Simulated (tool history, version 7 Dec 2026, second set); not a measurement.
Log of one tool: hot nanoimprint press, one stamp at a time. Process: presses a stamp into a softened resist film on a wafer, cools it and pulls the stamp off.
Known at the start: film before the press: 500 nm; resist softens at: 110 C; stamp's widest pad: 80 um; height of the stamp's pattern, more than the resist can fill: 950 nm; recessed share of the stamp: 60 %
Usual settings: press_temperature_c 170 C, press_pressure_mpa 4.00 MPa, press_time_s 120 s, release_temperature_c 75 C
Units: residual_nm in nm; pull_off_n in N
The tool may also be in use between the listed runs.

run 1 hour=0.0 | press_temperature_c=170 press_pressure_mpa=4.00 press_time_s=120 release_temperature_c=75 | residual_nm=234.5 pull_off_n=172
-- hour=9.8 stamp cleaned and given a new release coat
run 2 hour=23.1 | press_temperature_c=170 press_pressure_mpa=4.00 press_time_s=120 release_temperature_c=75 | residual_nm=237.3 pull_off_n=150
run 3 hour=33.4 | press_temperature_c=170 press_pressure_mpa=4.00 press_time_s=120 release_temperature_c=75 | residual_nm=237.6 pull_off_n=153
run 4 hour=44.0 | press_temperature_c=170 press_pressure_mpa=4.00 press_time_s=120 release_temperature_c=75 | residual_nm=237.6 pull_off_n=152
run 5 hour=62.3 | press_temperature_c=170 press_pressure_mpa=4.00 press_time_s=120 release_temperature_c=75 | residual_nm=235.0 pull_off_n=152
run 6 hour=78.7 | press_temperature_c=170 press_pressure_mpa=4.00 press_time_s=120 release_temperature_c=75 | residual_nm=238.3 pull_off_n=154
run 7 hour=95.5 | press_temperature_c=170 press_pressure_mpa=4.00 press_time_s=120 release_temperature_c=75 | residual_nm=237.3 pull_off_n=151
run 8 hour=108.2 | press_temperature_c=170 press_pressure_mpa=4.24 press_time_s=120 release_temperature_c=75 | residual_nm=228.2 pull_off_n=152
run 9 hour=130.4 | press_temperature_c=170 press_pressure_mpa=4.24 press_time_s=107 release_temperature_c=75 | residual_nm=236.9 pull_off_n=153
run 10 hour=152.0 | press_temperature_c=170 press_pressure_mpa=4.24 press_time_s=107 release_temperature_c=75 | residual_nm=237.0 pull_off_n=153
run 11 hour=161.5 | press_temperature_c=170 press_pressure_mpa=4.24 press_time_s=141 release_temperature_c=75 | residual_nm=217.2 pull_off_n=155
run 12 hour=182.8 | press_temperature_c=167 press_pressure_mpa=4.24 press_time_s=84 release_temperature_c=76 | residual_nm=270.9 pull_off_n=156
run 13 hour=195.1 | press_temperature_c=173 press_pressure_mpa=3.97 press_time_s=98 release_temperature_c=61 | residual_nm=234.4 pull_off_n=198
run 14 hour=217.8 | press_temperature_c=173 press_pressure_mpa=3.97 press_time_s=98 release_temperature_c=61 | residual_nm=231.9 pull_off_n=198
run 15 hour=228.0 | press_temperature_c=181 press_pressure_mpa=5.65 press_time_s=92 release_temperature_c=78 | residual_nm=158.1 pull_off_n=149
run 16 hour=248.9 | press_temperature_c=181 press_pressure_mpa=5.65 press_time_s=92 release_temperature_c=78 | residual_nm=155.0 pull_off_n=149
run 17 hour=266.3 | press_temperature_c=169 press_pressure_mpa=3.70 press_time_s=141 release_temperature_c=72 | residual_nm=237.6 pull_off_n=166
run 18 hour=282.5 | press_temperature_c=170 press_pressure_mpa=2.69 press_time_s=120 release_temperature_c=61 | residual_nm=291.0 pull_off_n=200
run 19 hour=300.6 | press_temperature_c=170 press_pressure_mpa=2.69 press_time_s=120 release_temperature_c=61 | residual_nm=288.0 pull_off_n=209
run 20 hour=319.4 | press_temperature_c=170 press_pressure_mpa=2.69 press_time_s=64 release_temperature_c=82 | residual_nm=340.7 pull_off_n=138
run 21 hour=332.7 | press_temperature_c=170 press_pressure_mpa=3.43 press_time_s=120 release_temperature_c=67 | residual_nm=254.3 pull_off_n=182

4 ways to go on from here, each from the tool as it stands after run 21. What would each give?
run A hour=354.8 | press_temperature_c=169 press_pressure_mpa=4.00 press_time_s=120 release_temperature_c=75 | residual_nm=? pull_off_n=?
run B hour=354.8 | press_temperature_c=160 press_pressure_mpa=4.00 press_time_s=112 release_temperature_c=75 | residual_nm=? pull_off_n=?
run C hour=354.8 | press_temperature_c=170 press_pressure_mpa=3.43 press_time_s=137 release_temperature_c=75 | residual_nm=? pull_off_n=?
run D hour=354.8 | press_temperature_c=179 press_pressure_mpa=5.40 press_time_s=218 release_temperature_c=75 | residual_nm=? pull_off_n=?

run=A residual_nm=240.0 pull_off_n=162
run=B residual_nm=310.1 pull_off_n=161
run=C residual_nm=244.1 pull_off_n=157
run=D residual_nm=124.1 pull_off_n=164
Without the tool's hidden state the same runs would have given:
run=A residual_nm=249.8 pull_off_n=155
run=B residual_nm=322.5 pull_off_n=154
run=C residual_nm=254.2 pull_off_n=150
run=D residual_nm=128.4 pull_off_n=157

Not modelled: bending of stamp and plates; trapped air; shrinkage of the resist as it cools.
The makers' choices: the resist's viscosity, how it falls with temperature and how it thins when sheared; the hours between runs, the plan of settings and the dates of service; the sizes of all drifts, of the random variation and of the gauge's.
